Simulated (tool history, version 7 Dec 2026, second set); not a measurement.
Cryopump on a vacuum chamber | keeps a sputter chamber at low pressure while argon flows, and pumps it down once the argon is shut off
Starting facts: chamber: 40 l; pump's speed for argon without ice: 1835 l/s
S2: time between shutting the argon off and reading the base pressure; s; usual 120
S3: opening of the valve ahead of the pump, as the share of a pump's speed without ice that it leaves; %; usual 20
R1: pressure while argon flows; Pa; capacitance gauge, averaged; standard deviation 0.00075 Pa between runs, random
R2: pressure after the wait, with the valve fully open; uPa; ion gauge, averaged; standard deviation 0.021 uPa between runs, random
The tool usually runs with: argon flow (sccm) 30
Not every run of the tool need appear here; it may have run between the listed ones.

run 1 hour=0 | argon_flow_(sccm)=30 S2=120 S3=20 | R1=0.1422 R2=1.37
run 2 hour=7.5 | argon_flow_(sccm)=30 S2=120 S3=20 | R1=0.1423 R2=1.37
run 3 hour=14.9 | argon_flow_(sccm)=30 S2=64 S3=20 | R1=0.1434 R2=1.6
run 4 hour=28.8 | argon_flow_(sccm)=30 S2=25 S3=20 | R1=0.1431 R2=2.5
run 5 hour=39.9 | argon_flow_(sccm)=30 S2=70 S3=20 | R1=0.143 R2=1.61
run 6 hour=46.9 | argon_flow_(sccm)=53 S2=120 S3=20 | R1=0.2557 R2=1.4
run 7 hour=59.1 | argon_flow_(sccm)=18 S2=120 S3=20 | R1=0.0869 R2=1.36
run 8 hour=74.3 | argon_flow_(sccm)=18 S2=120 S3=20 | R1=0.0874 R2=1.36
run 9 hour=90.1 | argon_flow_(sccm)=27 S2=120 S3=20 | R1=0.1305 R2=1.43
run 10 hour=97.2 | argon_flow_(sccm)=27 S2=120 S3=27 | R1=0.0981 R2=1.44
run 11 hour=111.3 | argon_flow_(sccm)=27 S2=120 S3=27 | R1=0.097 R2=1.5
run 12 hour=123.6 | argon_flow_(sccm)=27 S2=120 S3=27 | R1=0.0984 R2=1.5
run 13 hour=131.8 | argon_flow_(sccm)=17 S2=119 S3=23 | R1=0.0713 R2=1.42
run 14 hour=148 | argon_flow_(sccm)=38 S2=29 S3=59 | R1=0.0686 R2=2.48
run 15 hour=160.7 | argon_flow_(sccm)=38 S2=29 S3=59 | R1=0.0682 R2=2.51
run 16 hour=176 | argon_flow_(sccm)=36 S2=120 S3=18 | R1=0.1935 R2=1.48
run 17 hour=184.5 | argon_flow_(sccm)=37 S2=42 S3=15 | R1=0.2372 R2=2.03
run 18 hour=199.6 | argon_flow_(sccm)=37 S2=42 S3=15 | R1=0.2382 R2=2.08
run 19 hour=207.9 | argon_flow_(sccm)=56 S2=22 S3=15 | R1=0.3603 R2=2.92
run 20 hour=217.5 | argon_flow_(sccm)=43 S2=285 S3=45 | R1=0.0995 R2=1.34
run 21 hour=228.9 | argon_flow_(sccm)=43 S2=285 S3=45 | R1=0.0995 R2=1.39

For some of the steps in R1 from one run to the next: how much would appear even if the tool had no hidden state, given the settings, what came in and random variation, and how much remains for the hidden state plus any gauge scatter that the measured result and the result without hidden state don't share?
Hidden conditions of the tool in this case: pump's speed, % of a pump's without ice; cold plate's temperature, K; leak into the chamber, uPa l/s; drift of the gauge itself on working_pa, %; drift of the gauge itself on base_upa, %.
Run 6 -> 7: argon flow (sccm) 53 -> 18. R1 -0.1688 Pa: hidden state -0.0065, all else -0.1623.
Run 18 -> 19: argon flow (sccm) 37 -> 56, S2 42 -> 22. R1 +0.1221 Pa: hidden state +0.0051, all else +0.117.
Run 19 -> 20: argon flow (sccm) 56 -> 43, S2 22 -> 285, S3 15 -> 45. R1 -0.2608 Pa: hidden state -0.0033, all else -0.2575.

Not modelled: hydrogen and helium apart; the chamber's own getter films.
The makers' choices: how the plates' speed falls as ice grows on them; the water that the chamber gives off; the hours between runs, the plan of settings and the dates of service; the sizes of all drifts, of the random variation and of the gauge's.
